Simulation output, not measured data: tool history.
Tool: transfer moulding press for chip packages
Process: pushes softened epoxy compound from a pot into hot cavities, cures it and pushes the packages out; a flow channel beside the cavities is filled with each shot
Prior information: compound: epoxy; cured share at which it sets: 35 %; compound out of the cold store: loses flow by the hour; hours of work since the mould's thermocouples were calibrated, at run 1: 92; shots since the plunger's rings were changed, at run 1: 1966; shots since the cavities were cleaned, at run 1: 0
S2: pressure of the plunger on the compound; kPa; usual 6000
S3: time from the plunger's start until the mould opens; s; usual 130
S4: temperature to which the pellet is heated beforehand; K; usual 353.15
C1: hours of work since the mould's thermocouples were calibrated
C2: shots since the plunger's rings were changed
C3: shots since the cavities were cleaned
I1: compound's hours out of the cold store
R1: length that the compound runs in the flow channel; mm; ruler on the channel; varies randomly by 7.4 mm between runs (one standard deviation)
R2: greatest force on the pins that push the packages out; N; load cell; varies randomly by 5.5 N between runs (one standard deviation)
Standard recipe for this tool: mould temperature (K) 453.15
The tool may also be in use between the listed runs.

Run 1, hour 0: usual settings; C1 92; C2 1966; C3 0; I1 14.6. Result: R1 829 mm, R2 191 N.
Run 2, hour 21.6: usual settings but S4 359.15 K; C1 103; C2 2115; C3 149; I1 24.3. Result: R1 781 mm, R2 240 N.
Run 3, hour 38.2: usual settings but mould temperature (K) 457.15; C1 111; C2 2230; C3 264; I1 27.7. Result: R1 753 mm, R2 243 N.
Run 4, hour 58.8: usual settings but S4 359.15 K; C1 121; C2 2373; C3 407; I1 24.3. Result: R1 769 mm, R2 302 N.
Run 5, hour 80.3: usual settings; C1 132; C2 2522; C3 556; I1 38.3. Result: R1 708 mm, R2 319 N.
At hour 98.8: cavities cleaned with cleaning compound and waxed.
Run 6, hour 104.2: usual settings but S3 154 s; C1 143; C2 2676; C3 37; I1 9.3. Result: R1 847 mm, R2 195 N.
Run 7, hour 115.9: usual settings but S3 154 s; C1 149; C2 2757; C3 118; I1 9. Result: R1 839 mm, R2 217 N.
Run 8, hour 131.6: usual settings but S3 154 s; C1 157; C2 2866; C3 227; I1 32.6. Result: R1 736 mm, R2 238 N.
Run 9, hour 142.8: usual settings but S3 154 s; C1 163; C2 2943; C3 304; I1 13.4. Result: R1 806 mm, R2 259 N.
At hour 146.7: mould's thermocouples calibrated.
Run 10, hour 165.7: usual settings but S3 154 s; C1 10; C2 3089; C3 450; I1 40.4. Result: R1 707 mm, R2 268 N.
Run 11, hour 185.3: usual settings but S3 154 s; C1 19; C2 3224; C3 585; I1 45.1. Result: R1 685 mm, R2 299 N.
Run 12, hour 197.6: usual settings but S3 154 s; C1 26; C2 3309; C3 670; I1 29.8. Result: R1 742 mm, R2 309 N.
At hour 200.4: cavities cleaned with cleaning compound and waxed.
Run 13, hour 220.3: usual settings but S3 163 s, S4 359.15 K; C1 36; C2 3456; C3 137; I1 38.3. Result: R1 708 mm, R2 217 N.
Run 14, hour 233.5: usual settings but mould temperature (K) 458.15, S2 6360 kPa, S3 161 s, S4 359.15 K; C1 43; C2 3548; C3 229; I1 32.4. Result: R1 734 mm, R2 244 N.
Run 15, hour 251.2: usual settings but mould temperature (K) 458.15, S2 7360 kPa, S3 161 s, S4 359.15 K; C1 52; C2 3670; C3 351; I1 39.3. Result: R1 761 mm, R2 269 N.
Run 16, hour 272: usual settings but S4 350.15 K; C1 62; C2 3814; C3 495; I1 18.4. Result: R1 782 mm, R2 329 N.
At hour 280.1: mould's thermocouples calibrated, once more.
Run 17, hour 287.4: usual settings but mould temperature (K) 460.15, S2 5230 kPa, S3 140 s, S4 350.15 K; C1 4; C2 3907; C3 588; I1 41.5. Result: R1 626 mm, R2 290 N.
At hour 301.6: cavities cleaned with cleaning compound and waxed.
Run 18, hour 307: usual settings but S2 6660 kPa, S3 140 s, S4 361.15 K; C1 13; C2 4032; C3 38; I1 32.6. Result: R1 749 mm, R2 198 N.
Run 19, hour 326.5: usual settings but mould temperature (K) 456.15, S4 358.15 K; C1 23; C2 4167; C3 173; I1 29.1. Result: R1 718 mm, R2 238 N.
Run 20, hour 338.1: usual settings but S3 111 s; C1 28; C2 4247; C3 253; I1 42.9. Result: R1 671 mm, R2 313 N.
Run 21, hour 355.1: usual settings but S3 113 s; C1 37; C2 4365; C3 371; I1 16.2. Result: R1 785 mm, R2 362 N.
Run 22, hour 374.7: usual settings but S3 114 s, S4 354.15 K; C1 47; C2 4501; C3 507; I1 22.9. Result: R1 740 mm, R2 368 N.
Run 23, hour 388.1: usual settings but S2 6950 kPa, S3 135 s, S4 359.15 K; C1 54; C2 4594; C3 600; I1 43.2. Result: R1 720 mm, R2 310 N.
At hour 400.9: cavities cleaned with cleaning compound and waxed.
Run 24, hour 407.9: usual settings but S2 5460 kPa; C1 63; C2 4720; C3 48; I1 31. Result: R1 677 mm, R2 218 N.

Forecast each of these 5 alternatives for the next run:
Run A, hour 423.7: usual settings but mould temperature (K) 445.15, S2 5460 kPa, S3 126 s; C1 71; C2 4830; C3 158; I1 25.1. Result: R1 ?, R2 ?.
Run B, hour 423.7: usual settings but S2 5240 kPa; C1 71; C2 4830; C3 158; I1 12.2. Result: R1 ?, R2 ?.
Run C, hour 423.7: usual settings but mould temperature (K) 454.15, S4 359.15 K; C1 71; C2 4830; C3 158; I1 9.1. Result: R1 ?, R2 ?.
Run D, hour 423.7: usual settings but S2 6140 kPa; C1 71; C2 4830; C3 158; I1 36.4. Result: R1 ?, R2 ?.
Run E, hour 423.7: usual settings but S2 5610 kPa, S3 143 s; C1 71; C2 4830; C3 158; I1 8.9. Result: R1 ?, R2 ?.

run   R1   R2
  A  721  404
  B  744  248
  C  791  250
  D  694  248
  E  776  232
Without the tool's hidden state the same runs would have given:
run   R1   R2
  A  788  310
  B  813  191
  C  865  193
  D  758  190
  E  848  180
